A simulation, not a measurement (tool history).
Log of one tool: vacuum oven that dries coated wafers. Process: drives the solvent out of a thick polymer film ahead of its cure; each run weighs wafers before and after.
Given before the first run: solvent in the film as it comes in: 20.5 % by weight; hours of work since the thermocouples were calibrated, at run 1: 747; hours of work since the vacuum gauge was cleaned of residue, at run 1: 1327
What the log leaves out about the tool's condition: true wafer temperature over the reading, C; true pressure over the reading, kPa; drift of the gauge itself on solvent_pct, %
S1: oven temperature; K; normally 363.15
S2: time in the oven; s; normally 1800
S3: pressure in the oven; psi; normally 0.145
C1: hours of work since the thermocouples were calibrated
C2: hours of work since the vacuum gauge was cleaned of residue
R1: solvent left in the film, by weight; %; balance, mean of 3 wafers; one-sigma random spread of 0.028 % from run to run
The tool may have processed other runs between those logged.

Run 1, hour 0: usual settings; C1 747; C2 1327. Result: R1 2.42 %.
At hour 41.7: oven's thermocouples calibrated.
Run 2, hour 59.1: usual settings; C1 10; C2 1361. Result: R1 2.52 %.
Run 3, hour 161.7: usual settings; C1 72; C2 1422. Result: R1 2.64 %.
Run 4, hour 206.3: usual settings; C1 99; C2 1449. Result: R1 2.6 %.
Run 5, hour 266.3: usual settings; C1 134; C2 1485. Result: R1 2.57 %.
Run 6, hour 365.1: usual settings but S3 0.175 psi; C1 194; C2 1544. Result: R1 2.73 %.
Run 7, hour 441.5: usual settings but S1 349.15 K, S2 1740 s, S3 0.361 psi; C1 239; C2 1590. Result: R1 6.92 %.
Run 8, hour 528.7: usual settings but S1 361.15 K, S2 1200 s, S3 0.271 psi; C1 291; C2 1642. Result: R1 5.36 %.
Run 9, hour 598: usual settings but S1 361.15 K, S2 1200 s, S3 0.271 psi; C1 333; C2 1683. Result: R1 5.36 %.

For run 10, what comes out?
Run 10, hour 695.3: usual settings but S1 361.15 K, S2 1620 s, S3 0.271 psi; C1 391; C2 1741. Result: R1 ?.

R1: 3.77 %
Take away the tool's hidden state, keep the run-to-run variation as it was, and the same run would have given R1 3.67 %.
